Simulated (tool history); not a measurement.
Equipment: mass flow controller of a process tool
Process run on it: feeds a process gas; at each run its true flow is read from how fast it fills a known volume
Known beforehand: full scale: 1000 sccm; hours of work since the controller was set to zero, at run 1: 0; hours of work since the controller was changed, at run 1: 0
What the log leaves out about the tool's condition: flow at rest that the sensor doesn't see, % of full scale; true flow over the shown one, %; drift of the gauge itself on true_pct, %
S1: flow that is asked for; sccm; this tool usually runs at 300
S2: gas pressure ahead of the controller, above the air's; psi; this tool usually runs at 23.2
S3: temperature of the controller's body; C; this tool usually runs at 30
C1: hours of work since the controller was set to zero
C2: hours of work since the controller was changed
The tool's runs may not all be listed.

{"run": 1, "hour": 0.0, "S1": 300, "S2": 23.2, "S3": 30, "C1": 0, "C2": 0, "true flow (%)": 97.76}
{"run": 2, "hour": 263.6, "S1": 300, "S2": 23.2, "S3": 30, "C1": 146, "C2": 146, "true flow (%)": 97.79}
{"run": 3, "hour": 580.9, "S1": 300, "S2": 27.0, "S3": 30, "C1": 322, "C2": 322, "true flow (%)": 97.71}
{"run": 4, "hour": 802.3, "S1": 300, "S2": 27.0, "S3": 30, "C1": 444, "C2": 444, "true flow (%)": 97.67}
{"run": 5, "hour": 999.9, "S1": 300, "S2": 23.2, "S3": 30, "C1": 554, "C2": 554, "true flow (%)": 97.8}
{"run": 6, "hour": 1310.6, "S1": 300, "S2": 23.2, "S3": 30, "C1": 726, "C2": 726, "true flow (%)": 97.47}
{"run": 7, "hour": 1592.5, "S1": 300, "S2": 38.1, "S3": 30, "C1": 882, "C2": 882, "true flow (%)": 97.23}
{"run": 8, "hour": 1772.6, "S1": 300, "S2": 23.2, "S3": 30, "C1": 981, "C2": 981, "true flow (%)": 97.4}
{"run": 9, "hour": 1992.2, "S1": 300, "S2": 23.2, "S3": 30, "C1": 1103, "C2": 1103, "true flow (%)": 97.39}
{"run": 10, "hour": 2308.7, "S1": 300, "S2": 23.2, "S3": 30, "C1": 1278, "C2": 1278, "true flow (%)": 97.19}
{"run": 11, "hour": 2540.5, "S1": 300, "S2": 23.2, "S3": 30, "C1": 1407, "C2": 1407, "true flow (%)": 97.32}
{"run": 12, "hour": 2776.9, "S1": 300, "S2": 23.2, "S3": 30, "C1": 1537, "C2": 1537, "true flow (%)": 97.1}
{"run": 13, "hour": 3050.5, "S1": 300, "S2": 23.2, "S3": 30, "C1": 1689, "C2": 1689, "true flow (%)": 97.14}
{"run": 14, "hour": 3260.1, "S1": 300, "S2": 23.2, "S3": 24, "C1": 1805, "C2": 1805, "true flow (%)": 97.59}
{"run": 15, "hour": 3519.2, "S1": 300, "S2": 23.2, "S3": 24, "C1": 1948, "C2": 1948, "true flow (%)": 97.6}
{"run": 16, "hour": 3655.9, "S1": 664, "S2": 23.2, "S3": 24, "C1": 2024, "C2": 2024, "true flow (%)": 98.48}
{"run": 17, "hour": 3904.1, "S1": 664, "S2": 23.2, "S3": 24, "C1": 2162, "C2": 2162, "true flow (%)": 98.35}
{"run": 18, "hour": 4158.1, "S1": 664, "S2": 23.2, "S3": 24, "C1": 2302, "C2": 2302, "true flow (%)": 98.3}
{"run": 19, "hour": 4438.9, "S1": 664, "S2": 23.2, "S3": 24, "C1": 2458, "C2": 2458, "true flow (%)": 98.2}
{"run": 20, "hour": 4641.9, "S1": 300, "S2": 22.9, "S3": 26, "C1": 2570, "C2": 2570, "true flow (%)": 97.2}
{"run": 21, "hour": 4963.3, "S1": 300, "S2": 39.3, "S3": 27, "C1": 2748, "C2": 2748, "true flow (%)": 96.57}
{"run": 22, "hour": 5272.0, "S1": 289, "S2": 21.2, "S3": 27, "C1": 2919, "C2": 2919, "true flow (%)": 96.86}
{"run": 23, "hour": 5567.0, "S1": 342, "S2": 27.4, "S3": 27, "C1": 3082, "C2": 3082, "true flow (%)": 96.86}
{"run": 24, "hour": 5700.5, "S1": 342, "S2": 27.4, "S3": 27, "C1": 3156, "C2": 3156, "true flow (%)": 96.73}
{"hour": 5859.5, "done": "gauge calibrated"}
{"run": 25, "hour": 6011.4, "S1": 193, "S2": 28.6, "S3": 30, "C1": 3328, "C2": 3328, "true flow (%)": 97.49}
{"run": 26, "hour": 6242.9, "S1": 300, "S2": 25.5, "S3": 32, "C1": 3457, "C2": 3457, "true flow (%)": 97.55}
{"run": 27, "hour": 6486.1, "S1": 563, "S2": 22.6, "S3": 21, "C1": 3591, "C2": 3591, "true flow (%)": 99.21}
{"run": 28, "hour": 6729.1, "S1": 666, "S2": 35.7, "S3": 21, "C1": 3726, "C2": 3726, "true flow (%)": 99.17}
{"run": 29, "hour": 6944.5, "S1": 874, "S2": 32.6, "S3": 30, "C1": 3845, "C2": 3845, "true flow (%)": 98.86}
{"run": 30, "hour": 7256.3, "S1": 874, "S2": 32.6, "S3": 30, "C1": 4018, "C2": 4018, "true flow (%)": 98.72}
{"run": 31, "hour": 7549.8, "S1": 874, "S2": 32.6, "S3": 30, "C1": 4180, "C2": 4180, "true flow (%)": 98.67}

For run 32, what comes out?
{"run": 32, "hour": 7757.6, "S1": 329, "S2": 34.5, "S3": 26, "C1": 4295, "C2": 4295, "true flow (%)": "?"}

true flow (%): 97.59
On a tool with no hidden condition, and with the same random variation, this run would have come out at true flow (%) 98.08.
